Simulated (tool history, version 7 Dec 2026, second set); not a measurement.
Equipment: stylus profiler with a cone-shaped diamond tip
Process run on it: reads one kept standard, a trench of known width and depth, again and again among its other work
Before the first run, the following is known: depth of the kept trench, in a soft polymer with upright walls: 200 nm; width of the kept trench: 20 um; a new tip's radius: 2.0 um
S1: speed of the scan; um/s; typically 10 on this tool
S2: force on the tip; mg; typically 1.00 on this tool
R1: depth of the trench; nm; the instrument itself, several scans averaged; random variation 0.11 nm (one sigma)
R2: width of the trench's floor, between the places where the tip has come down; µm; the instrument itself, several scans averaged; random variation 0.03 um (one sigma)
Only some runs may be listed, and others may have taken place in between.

| run | hour | S1 | S2 | R1 | R2 |
|---|---|---|---|---|---|
| 1 | 0.0 | 10 | 1.00 | 201.25 | 18.26 |
| 2 | 9.5 | 10 | 0.73 | 200.94 | 18.22 |
| 3 | 22.1 | 10 | 0.73 | 200.87 | 18.24 |
| 4 | 31.5 | 10 | 2.67 | 202.27 | 18.25 |
| 5 | 48.0 | 10 | 2.67 | 202.22 | 18.20 |
| 6 | 62.0 | 27 | 1.00 | 201.21 | 18.13 |
| 7 | 71.0 | 10 | 1.42 | 201.48 | 18.22 |
| 8 | 83.1 | 10 | 1.42 | 201.47 | 18.21 |
| 9 | 90.1 | 10 | 1.42 | 201.64 | 18.28 |
| 10 | 101.5 | 10 | 1.42 | 201.59 | 18.25 |
| 11 | 111.2 | 10 | 1.42 | 201.53 | 18.25 |
| 12 | 124.4 | 10 | 1.00 | 201.28 | 18.20 |
| 13 | 138.5 | 10 | 1.00 | 201.05 | 18.24 |
| 14 | 152.9 | 10 | 1.00 | 201.07 | 18.15 |
| 15 | 165.3 | 10 | 1.00 | 201.24 | 18.22 |
| 16 | 178.7 | 23 | 1.00 | 201.20 | 18.16 |
| 17 | 187.4 | 23 | 1.00 | 201.03 | 18.13 |
| 18 | 203.6 | 23 | 1.00 | 201.08 | 18.15 |
| 19 | 215.5 | 23 | 1.00 | 201.27 | 18.13 |
| 20 | 225.0 | 23 | 1.00 | 201.24 | 18.14 |
| 21 | 237.8 | 23 | 1.00 | 201.06 | 18.17 |
| 22 | 250.4 | 23 | 1.00 | 201.07 | 18.15 |
| 23 | 259.0 | 23 | 1.00 | 201.15 | 18.09 |
| 24 | 270.7 | 8 | 0.47 | 200.68 | 18.23 |
| 25 | 277.7 | 11 | 1.81 | 201.80 | 18.22 |
| 26 | 293.8 | 11 | 1.81 | 201.49 | 18.23 |
| 27 | 308.7 | 24 | 0.92 | 201.11 | 18.13 |
| 28 | 321.9 | 24 | 0.92 | 201.15 | 18.10 |
| 29 | 336.9 | 10 | 0.55 | 200.63 | 18.17 |
| 30 | 344.0 | 8 | 0.85 | 201.06 | 18.27 |
| 31 | 354.4 | 3 | 0.90 | 201.20 | 18.24 |
| 32 | 361.7 | 3 | 1.72 | 201.51 | 18.23 |
| 33 | 369.4 | 9 | 0.37 | 200.53 | 18.20 |
| 34 | 383.4 | 9 | 0.37 | 200.68 | 18.14 |
| 35 | 397.8 | 9 | 0.37 | 200.41 | 18.19 |
| 36 | 414.1 | 10 | 1.35 | 201.48 | 18.23 |
| 37 | 425.5 | 10 | 0.63 | 200.73 | 18.18 |
| 38 | 440.4 | 34 | 1.00 | 200.98 | 18.08 |
| 39 | 451.7 | 6 | 1.51 | 201.41 | 18.21 |
| 40 | 463.9 | 11 | 1.90 | 201.82 | 18.20 |
| 41 | 475.5 | 4 | 0.66 | 200.90 | 18.22 |
| 42 | 485.2 | 5 | 1.14 | 201.15 | 18.21 |
| 43 | 492.9 | 5 | 0.48 | 200.62 | 18.22 |
| 44 | 504.5 | 38 | 0.72 | 200.77 | 18.03 |
| 45 | 515.6 | 4 | 1.00 | 200.99 | 18.17 |
| 46 | 525.1 | 4 | 1.00 | 200.94 | 18.21 |

Below are 5 alternative next runs, each starting from the tool's condition after run 46. Predict each:
| A | 538.1 | 9 | 1.30 | ? | ? |
| B | 538.1 | 3 | 0.88 | ? | ? |
| C | 538.1 | 4 | 0.47 | ? | ? |
| D | 538.1 | 22 | 1.00 | ? | ? |
| E | 538.1 | 26 | 1.65 | ? | ? |

| run | R1 | R2 |
|---|---|---|
| A | 201.25 | 18.19 |
| B | 200.76 | 18.25 |
| C | 200.60 | 18.18 |
| D | 201.20 | 18.17 |
| E | 201.49 | 18.15 |
Had the tool no hidden state, the same runs would have come out as:
| run | R1 | R2 |
|---|---|---|
| A | 201.40 | 18.20 |
| B | 200.91 | 18.27 |
| C | 200.75 | 18.20 |
| D | 201.35 | 18.18 |
| E | 201.64 | 18.17 |

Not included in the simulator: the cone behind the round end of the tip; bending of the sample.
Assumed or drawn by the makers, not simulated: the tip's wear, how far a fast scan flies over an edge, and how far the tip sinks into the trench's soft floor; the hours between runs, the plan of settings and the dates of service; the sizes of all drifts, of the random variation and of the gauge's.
